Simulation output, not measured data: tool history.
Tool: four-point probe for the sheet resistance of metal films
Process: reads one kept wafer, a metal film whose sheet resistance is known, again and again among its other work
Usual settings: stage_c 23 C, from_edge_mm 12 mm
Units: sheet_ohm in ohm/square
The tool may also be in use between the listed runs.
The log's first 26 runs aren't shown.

| run | hour | stage_c | from_edge_mm | sheet_ohm |
|---|---|---|---|---|
|  | 363.1 | stage's thermometer calibrated, once more |
| 27 | 379.8 | 22 | 10 | 14.52195 |
| 28 | 396.9 | 22 | 38 | 14.49079 |
| 29 | 409 | 22 | 38 | 14.49672 |
| 30 | 426.3 | 27 | 69 | 14.581666 |
| 31 | 435.3 | 26 | 10 | 14.594497 |
| 32 | 447 | 26 | 10 | 14.597267 |
| 33 | 462 | 19 | 4 | 14.622792 |
| 34 | 474.5 | 19 | 4 | 14.623194 |
| 35 | 486.4 | 26 | 9 | 14.59997 |
| 36 | 496.2 | 22 | 30 | 14.496776 |
| 37 | 509.9 | 23 | 69 | 14.516334 |
| 38 | 524 | 21 | 39 | 14.4761 |
| 39 | 537.7 | 28 | 7 | 14.665029 |
| 40 | 547.9 | 20 | 20 | 14.460859 |
| 41 | 563 | 26 | 10 | 14.596462 |
| 42 | 579.9 | 26 | 10 | 14.593826 |
| 43 | 595.5 | 26 | 10 | 14.591177 |
| 44 | 608.1 | 19 | 46 | 14.437471 |

Forecast each of these 5 alternatives for the next run:
| A | 621.9 | 19 | 25 | ? |
| B | 621.9 | 33 | 57 | ? |
| C | 621.9 | 19 | 4 | ? |
| D | 621.9 | 27 | 20 | ? |
| E | 621.9 | 19 | 3 | ? |

| run | sheet_ohm |
|---|---|
| A | 14.436892 |
| B | 14.685249 |
| C | 14.625457 |
| D | 14.582916 |
| E | 14.771691 |
Without the tool's hidden state the same runs would have given:
| run | sheet_ohm |
|---|---|
| A | 14.463165 |
| B | 14.712381 |
| C | 14.652038 |
| D | 14.60969 |
| E | 14.798509 |
